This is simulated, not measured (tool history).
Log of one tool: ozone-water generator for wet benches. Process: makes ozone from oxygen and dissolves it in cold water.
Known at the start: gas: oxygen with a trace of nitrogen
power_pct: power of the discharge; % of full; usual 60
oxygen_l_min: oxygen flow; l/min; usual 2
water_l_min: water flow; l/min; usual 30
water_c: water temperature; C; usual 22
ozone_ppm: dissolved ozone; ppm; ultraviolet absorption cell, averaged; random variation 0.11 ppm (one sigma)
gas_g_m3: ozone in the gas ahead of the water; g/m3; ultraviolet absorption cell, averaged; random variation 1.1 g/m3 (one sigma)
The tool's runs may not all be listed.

Run 1, day 0: usual settings. Result: ozone_ppm 8.1 ppm, gas_g_m3 186.7 g/m3.
Run 2, day 6.608: usual settings. Result: ozone_ppm 8.3 ppm, gas_g_m3 186.1 g/m3.
Run 3, day 11.067: usual settings but oxygen_l_min 1.26 l/min. Result: ozone_ppm 6.8 ppm, gas_g_m3 230.4 g/m3.
Run 4, day 18.983: usual settings but oxygen_l_min 1.26 l/min, water_l_min 34 l/min. Result: ozone_ppm 5.9 ppm, gas_g_m3 231.9 g/m3.
Run 5, day 25.338: usual settings but oxygen_l_min 1.26 l/min, water_l_min 34 l/min. Result: ozone_ppm 5.9 ppm, gas_g_m3 231.6 g/m3.
Run 6, day 32.85: usual settings but oxygen_l_min 1.26 l/min, water_l_min 46 l/min. Result: ozone_ppm 4 ppm, gas_g_m3 227.3 g/m3.
At day 34.862: water thermometer calibrated.
Run 7, day 38.592: usual settings but water_c 15 C. Result: ozone_ppm 8.3 ppm, gas_g_m3 185.5 g/m3.
Run 8, day 46.192: usual settings but water_c 15 C. Result: ozone_ppm 8.6 ppm, gas_g_m3 185 g/m3.
Run 9, day 54.667: usual settings but water_c 15 C. Result: ozone_ppm 8.4 ppm, gas_g_m3 186.9 g/m3.
Run 10, day 61.054: usual settings but water_c 15 C. Result: ozone_ppm 8.4 ppm, gas_g_m3 187.9 g/m3.
Run 11, day 66.638: usual settings but water_l_min 34 l/min, water_c 15 C. Result: ozone_ppm 7.4 ppm, gas_g_m3 187.1 g/m3.
Run 12, day 73.104: usual settings but water_l_min 34 l/min, water_c 15 C. Result: ozone_ppm 7.3 ppm, gas_g_m3 187.1 g/m3.
Run 13, day 81.346: usual settings but power_pct 84 % of full, oxygen_l_min 2.41 l/min, water_c 27 C. Result: ozone_ppm 11 ppm, gas_g_m3 223.5 g/m3.
Run 14, day 90.125: usual settings but water_l_min 27 l/min, water_c 24 C. Result: ozone_ppm 8.9 ppm, gas_g_m3 187.4 g/m3.
Run 15, day 98.321: usual settings but water_l_min 27 l/min, water_c 24 C. Result: ozone_ppm 9.1 ppm, gas_g_m3 185.3 g/m3.
Run 16, day 105.083: usual settings but water_l_min 27 l/min, water_c 24 C. Result: ozone_ppm 9.1 ppm, gas_g_m3 184.9 g/m3.
Run 17, day 109.496: usual settings but water_l_min 27 l/min, water_c 24 C. Result: ozone_ppm 9 ppm, gas_g_m3 187 g/m3.
Run 18, day 118.35: usual settings but oxygen_l_min 1.9 l/min, water_l_min 42 l/min, water_c 24 C. Result: ozone_ppm 5.4 ppm, gas_g_m3 192.7 g/m3.
Run 19, day 126.592: usual settings but power_pct 58 % of full, oxygen_l_min 1.01 l/min. Result: ozone_ppm 6 ppm, gas_g_m3 249 g/m3.
Run 20, day 133.25: usual settings but water_l_min 38 l/min, water_c 26 C. Result: ozone_ppm 5.9 ppm, gas_g_m3 186.1 g/m3.
Run 21, day 140.4: usual settings but water_l_min 38 l/min, water_c 26 C. Result: ozone_ppm 6.1 ppm, gas_g_m3 185.6 g/m3.
Run 22, day 147.133: usual settings but oxygen_l_min 2.5 l/min, water_l_min 38 l/min, water_c 26 C. Result: ozone_ppm 6.6 ppm, gas_g_m3 168.5 g/m3.

Forecast run 23:
Run 23, day 151.692: usual settings but oxygen_l_min 2.5 l/min, water_c 26 C. Result: ozone_ppm ?, gas_g_m3 ?.

Run 23 gave ozone_ppm 8.8 ppm, gas_g_m3 167.8 g/m3.
Without the tool's hidden state the same run would have given ozone_ppm 8.8 ppm, gas_g_m3 167.9 g/m3.
